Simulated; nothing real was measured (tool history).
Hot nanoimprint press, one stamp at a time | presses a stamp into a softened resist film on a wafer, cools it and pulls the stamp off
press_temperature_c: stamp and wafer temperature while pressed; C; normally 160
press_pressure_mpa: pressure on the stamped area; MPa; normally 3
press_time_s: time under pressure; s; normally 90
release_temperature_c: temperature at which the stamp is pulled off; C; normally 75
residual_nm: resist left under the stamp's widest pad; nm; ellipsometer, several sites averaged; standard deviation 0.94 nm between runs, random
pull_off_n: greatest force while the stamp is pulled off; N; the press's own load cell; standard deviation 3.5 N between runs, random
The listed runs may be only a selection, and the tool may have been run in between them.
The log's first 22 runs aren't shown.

run,hour,press_temperature_c,press_pressure_mpa,press_time_s,release_temperature_c,hours of work since the thermocouple was calibrated,imprints on the stamp's release coat,hours of work since the press's seals were changed,residual_nm,pull_off_n
# hour 1444.9: stamp cleaned and given a new release coat
23,1511,161,3.56,83,75,164,200,243,118.3,159
24,1557.2,160,2.4,127,66,195,340,275,131.5,183
25,1643.7,169,2.73,79,79,255,601,334,90.5,165
26,1714,169,3.19,79,64,303,814,382,81.2,183
27,1765.9,153,4.78,90,80,339,971,418,158.4,161
28,1807.1,167,3.53,74,71,367,1095,446,88,173
29,1879,167,3.53,148,71,416,1313,495,67.4,170
30,1953.1,167,3.53,148,71,467,1537,546,67.3,173

Branching from run 30: 3 alternative next runs. What would each branch give?
# hour 1963.2: plate thermocouple calibrated
A,2012.6,163,3,163,71,34,1707,585,?,?
# hour 1963.2: plate thermocouple calibrated
B,2012.6,167,3.57,148,71,34,1707,585,?,?
# hour 1963.2: plate thermocouple calibrated
C,2012.6,157,3.53,90,75,34,1707,585,?,?

run,residual_nm,pull_off_n
A,89.1,175
B,65.8,172
C,144.8,175
Stripped of hidden state, with their random variation kept, the same runs would have yielded:
run,residual_nm,pull_off_n
A,89,172
B,65.7,170
C,144.6,173
